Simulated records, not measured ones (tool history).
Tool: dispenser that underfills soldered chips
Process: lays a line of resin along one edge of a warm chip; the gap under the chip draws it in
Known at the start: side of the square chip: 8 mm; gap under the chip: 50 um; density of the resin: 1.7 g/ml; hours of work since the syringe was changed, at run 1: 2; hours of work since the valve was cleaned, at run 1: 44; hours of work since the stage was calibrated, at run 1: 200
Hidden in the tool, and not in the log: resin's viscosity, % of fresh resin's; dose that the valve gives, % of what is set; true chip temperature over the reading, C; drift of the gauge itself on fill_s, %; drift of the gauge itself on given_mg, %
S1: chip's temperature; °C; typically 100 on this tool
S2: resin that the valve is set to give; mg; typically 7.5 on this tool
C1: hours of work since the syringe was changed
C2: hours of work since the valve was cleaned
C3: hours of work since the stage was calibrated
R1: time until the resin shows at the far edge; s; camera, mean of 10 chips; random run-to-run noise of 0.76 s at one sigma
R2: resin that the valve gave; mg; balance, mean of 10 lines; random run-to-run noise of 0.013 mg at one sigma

run	hour	S1	S2	C1	C2	C3	R1	R2
1	0	100	7.5	2	44	200	79.2	7.39
2	6.8	88	7.5	7	49	205	163.2	7.37
# hour 11.9: new syringe of resin
3	12	100	7.5	0	52	208	68.2	7.38
4	19.4	100	7.5	5	57	213	98.2	7.35
5	24.6	100	7.02	9	61	217	126.9	6.86
# hour 26.5: new syringe of resin
6	33.8	100	7.02	5	67	223	99.2	6.87
# hour 41.4: new syringe of resin
7	42.7	100	7.02	1	73	229	73.8	6.83
8	47.7	100	7.02	4	77	233	94.2	6.84
# hour 54.6: dispensing valve cleaned and set on the balance
# hour 56.7: new syringe of resin
9	56.7	100	9.68	0	1	238	66.5	9.7
10	62.4	100	9.68	4	5	242	86.3	9.67
11	69.5	100	9.68	9	10	247	122.8	9.64
# hour 71.2: new syringe of resin
12	76	100	7.57	3	15	252	84.6	7.54
13	81.5	96	7.57	7	18	255	125.2	7.53
# hour 85.6: new syringe of resin
14	88.9	100	7.79	2	23	260	79.2	7.71
15	93.7	100	7.79	6	27	264	99.7	7.72
16	99.5	100	7.17	10	31	268	135.3	7.1
# hour 100.3: new syringe of resin
17	107.6	100	7.17	5	36	273	96.4	7.08
# hour 114.8: new syringe of resin
18	116.7	104	7.5	1	43	280	63.9	7.39
19	121.6	95	8.2	5	46	283	108.1	8.07
20	128.4	93	9.25	10	51	288	158.2	9.1
# hour 129.3: new syringe of resin
21	132.6	98	7.31	2	54	290	83.7	7.18
22	137	86	8.88	5	57	294	151.6	8.73

Run 23 comes next. What will it give?
# hour 144.2: new syringe of resin
23	145.5	98	6.66	1	63	299	?	?

{"run 23": {"R1": 79.1, "R2": 6.53}}
Without the tool's hidden state the same run would have given R1 76 s, R2 6.67 mg.
